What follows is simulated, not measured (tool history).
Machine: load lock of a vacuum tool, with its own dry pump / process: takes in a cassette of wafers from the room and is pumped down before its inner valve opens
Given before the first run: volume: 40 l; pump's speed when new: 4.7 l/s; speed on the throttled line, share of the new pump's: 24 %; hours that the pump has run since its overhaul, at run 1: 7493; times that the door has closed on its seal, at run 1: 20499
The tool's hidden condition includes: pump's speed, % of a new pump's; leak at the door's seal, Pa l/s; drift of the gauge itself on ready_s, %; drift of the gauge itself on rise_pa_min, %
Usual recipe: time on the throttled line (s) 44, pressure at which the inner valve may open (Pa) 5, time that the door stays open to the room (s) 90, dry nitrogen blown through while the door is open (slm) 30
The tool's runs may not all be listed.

| run | hour | time on the throttled line (s) | pressure at which the inner valve may open (Pa) | time that the door stays open to the room (s) | dry nitrogen blown through while the door is open (slm) | hours that the pump has run since its overhaul | times that the door has closed on its seal | incoming humidity of the room's air, % | time from the closed door until the inner valve may open (s) | rise of the pressure with all valves shut (Pa/min) |
|---|---|---|---|---|---|---|---|---|---|---|
| 1 | 0.0 | 44 | 5 | 90 | 30 | 7493 | 20499 | 42.6 | 122.9 | 0.202 |
| 2 | 178.0 | 44 | 5 | 90 | 30 | 7671 | 20986 | 43.7 | 123.0 | 0.206 |
| 3 | 391.8 | 44 | 5 | 90 | 30 | 7885 | 21571 | 43.4 | 122.5 | 0.212 |
| 4 | 579.7 | 44 | 5 | 90 | 30 | 8073 | 22085 | 47.6 | 123.4 | 0.229 |
| 5 | 737.4 | 44 | 5 | 90 | 30 | 8230 | 22517 | 45.1 | 123.0 | 0.225 |
| 6 | 849.9 | 44 | 5 | 90 | 30 | 8343 | 22824 | 44.8 | 124.0 | 0.224 |
| 7 | 1005.0 | 44 | 5 | 90 | 30 | 8498 | 23249 | 48.3 | 123.3 | 0.239 |
| 8 | 1213.2 | 44 | 5 | 90 | 25 | 8706 | 23819 | 49.5 | 123.5 | 0.248 |
| 9 | 1468.8 | 44 | 5 | 90 | 30 | 8962 | 24518 | 47.6 | 124.2 | 0.251 |
| 10 | 1610.2 | 44 | 5 | 90 | 30 | 9103 | 24905 | 43.3 | 123.5 | 0.256 |
| 11 | 1813.9 | 44 | 5 | 90 | 30 | 9307 | 25462 | 45.6 | 123.8 | 0.262 |
| 12 | 1933.5 | 44 | 5 | 90 | 30 | 9426 | 25789 | 43.9 | 124.5 | 0.264 |
| 13 | 2144.1 | 44 | 5 | 90 | 30 | 9637 | 26365 | 45.3 | 125.2 | 0.272 |
| 14 | 2364.7 | 44 | 9 | 90 | 30 | 9857 | 26969 | 44.0 | 118.5 | 0.289 |
| 15 | 2611.9 | 44 | 5 | 90 | 30 | 10105 | 27645 | 50.4 | 123.8 | 0.299 |
| 16 | 2850.6 | 44 | 5 | 90 | 30 | 10343 | 28298 | 47.3 | 125.1 | 0.309 |
| 17 | 3067.0 | 44 | 5 | 90 | 30 | 10560 | 28890 | 47.4 | 124.7 | 0.318 |
|  | 3111.2 | door's seal changed, seat wiped |
| 18 | 3276.0 | 44 | 5 | 90 | 9 | 10767 | 451 | 46.5 | 125.3 | 0.065 |
| 19 | 3459.4 | 44 | 5 | 90 | 18 | 10951 | 953 | 47.0 | 124.7 | 0.052 |
| 20 | 3670.9 | 33 | 8 | 61 | 31 | 11162 | 1531 | 42.3 | 110.6 | 0.038 |
| 21 | 3779.7 | 33 | 8 | 61 | 31 | 11271 | 1829 | 45.8 | 112.3 | 0.039 |
| 22 | 3945.8 | 27 | 8 | 74 | 26 | 11437 | 2283 | 45.5 | 107.6 | 0.047 |
| 23 | 4055.0 | 44 | 6 | 50 | 30 | 11546 | 2582 | 46.9 | 123.9 | 0.036 |
| 24 | 4172.6 | 73 | 6 | 50 | 6 | 11664 | 2904 | 45.8 | 144.7 | 0.053 |
| 25 | 4339.7 | 56 | 4 | 133 | 9 | 11831 | 3361 | 43.8 | 137.0 | 0.085 |
| 26 | 4528.4 | 42 | 7 | 90 | 30 | 12020 | 3877 | 44.9 | 119.5 | 0.056 |
| 27 | 4662.8 | 42 | 7 | 90 | 30 | 12154 | 4245 | 44.6 | 120.8 | 0.056 |
| 28 | 4770.1 | 46 | 9 | 106 | 9 | 12261 | 4539 | 47.3 | 121.3 | 0.084 |
| 29 | 5025.0 | 46 | 5 | 196 | 9 | 12516 | 5236 | 44.6 | 127.1 | 0.127 |
| 30 | 5188.9 | 46 | 5 | 196 | 9 | 12680 | 5685 | 44.7 | 127.7 | 0.125 |
| 31 | 5352.9 | 46 | 5 | 196 | 9 | 12844 | 6133 | 44.6 | 127.4 | 0.124 |
| 32 | 5543.1 | 70 | 5 | 196 | 5 | 13034 | 6654 | 45.2 | 144.5 | 0.145 |
| 33 | 5718.0 | 70 | 8 | 80 | 5 | 13209 | 7132 | 46.7 | 140.2 | 0.091 |
| 34 | 5862.6 | 70 | 8 | 80 | 5 | 13354 | 7527 | 39.2 | 140.9 | 0.080 |
| 35 | 6081.6 | 70 | 8 | 80 | 5 | 13573 | 8127 | 43.3 | 140.8 | 0.093 |
| 36 | 6332.5 | 70 | 8 | 80 | 5 | 13824 | 8813 | 47.6 | 141.1 | 0.101 |
| 37 | 6574.6 | 56 | 6 | 80 | 5 | 14066 | 9476 | 42.6 | 133.9 | 0.101 |

Consider 4 possible next runs. They are alternatives, not a sequence: every one starts from the tool as it was left by run 37. What does each give?
| A | 6708.5 | 30 | 7 | 90 | 30 | 14200 | 9842 | 43.3 | ? | ? |
| B | 6708.5 | 58 | 6 | 90 | 16 | 14200 | 9842 | 47.4 | ? | ? |
| C | 6708.5 | 56 | 6 | 80 | 26 | 14200 | 9842 | 42.1 | ? | ? |
| D | 6708.5 | 56 | 6 | 80 | 21 | 14200 | 9842 | 46.4 | ? | ? |

| run | time from the closed door until the inner valve may open (s) | rise of the pressure with all valves shut (Pa/min) |
|---|---|---|
| A | 113.5 | 0.087 |
| B | 134.9 | 0.102 |
| C | 133.9 | 0.080 |
| D | 133.7 | 0.091 |
Without the tool's hidden state the same runs would have given:
| run | time from the closed door until the inner valve may open (s) | rise of the pressure with all valves shut (Pa/min) |
|---|---|---|
| A | 105.4 | 0.038 |
| B | 127.5 | 0.053 |
| C | 126.3 | 0.033 |
| D | 126.1 | 0.043 |

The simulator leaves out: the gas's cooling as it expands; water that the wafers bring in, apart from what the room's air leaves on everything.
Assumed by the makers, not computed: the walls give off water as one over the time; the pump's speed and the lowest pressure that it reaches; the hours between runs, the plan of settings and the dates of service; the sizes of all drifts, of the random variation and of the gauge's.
